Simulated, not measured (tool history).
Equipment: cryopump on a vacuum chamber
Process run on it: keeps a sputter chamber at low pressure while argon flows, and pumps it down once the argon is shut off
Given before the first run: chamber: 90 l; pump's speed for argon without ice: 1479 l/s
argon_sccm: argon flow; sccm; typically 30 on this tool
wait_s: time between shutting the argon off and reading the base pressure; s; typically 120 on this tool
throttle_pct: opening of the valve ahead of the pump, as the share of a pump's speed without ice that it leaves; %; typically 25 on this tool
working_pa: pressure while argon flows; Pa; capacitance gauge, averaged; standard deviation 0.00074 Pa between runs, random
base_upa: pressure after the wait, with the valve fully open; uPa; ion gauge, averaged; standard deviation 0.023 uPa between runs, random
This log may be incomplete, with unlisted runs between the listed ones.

run   hour  argon_sccm  wait_s  throttle_pct  working_pa  base_upa
  1      0          30     120            25      0.1375         3
  2     30          30     120            25      0.1361      3.06
  3   46.4          30     120            25      0.1371      3.15
  4   67.4          30     120            25      0.1374      3.22
  5   86.2          30     120            25      0.1375      3.18
  6  113.5          30     120            18        0.19      3.13
  7  144.1          30     105            25      0.1386      3.33
  8  172.1          30     120            27      0.1297      3.18
  9  209.3          30     120            27      0.1301      3.34
 10  225.6          30     120            27      0.1291      3.27
 11  244.9          14     120            25      0.0658      3.38
 12  279.4          14     120            28      0.0573      3.43
 13  312.5          14     120            28      0.0582      3.46
 14  335.5          14     120            28      0.0582      3.47
 15  369.8          14     120            28      0.0582      3.44
 16  406.4          14     120            28      0.0581      0.73
 17  431.8          14     120            28       0.059       0.8
 18  462.6          22      32            58      0.0463      2.28
 19  483.5          30     132            42      0.0853      0.75
 20  511.1          30     167            25      0.1424      0.72
 21  531.7          30     167            25      0.1441      0.73
 22  568.8          37     120            53      0.0871      0.85
 23  605.5          55      25            59       0.116      2.83
 24  636.7          46      37            19      0.2874      2.07
 25    673          46      37            19       0.284      2.15
 26  693.6          30     219            25      0.1448      0.75
 27  727.3          42      86            25      0.2017      1.28
 28  743.2          42      86            25       0.203      1.31
 29  758.9          30      22            25      0.1433      3.29
 30  786.2          30      22            25      0.1449      3.37
 31  819.2          30      22            25      0.1453      3.47
 32  836.1          30      22            25      0.1457      3.43
 33  868.9          38      23            46      0.1045      3.27
 34  886.2          38      23            46      0.1047      3.34

Missing from the log above: 1 entry noted between runs. For each, name the pair of listed runs it sits between and say how the tool's hidden condition differs from the listed run just before to the listed run just after:
Between runs 15 and 16: leaking fittings of the chamber tightened, without venting (hour 391.8)
  pump's speed, % of a pump's without ice: 91.4 -> 90.7; cold plate's temperature, K: 12.39 -> 12.4; leak into the chamber, uPa l/s: 4047 -> 349
  difference, measured minus the result without the unlogged condition, working_pa: +0.0016 -> +0.0018 Pa; base_upa: +2.76 -> +0.06 uPa

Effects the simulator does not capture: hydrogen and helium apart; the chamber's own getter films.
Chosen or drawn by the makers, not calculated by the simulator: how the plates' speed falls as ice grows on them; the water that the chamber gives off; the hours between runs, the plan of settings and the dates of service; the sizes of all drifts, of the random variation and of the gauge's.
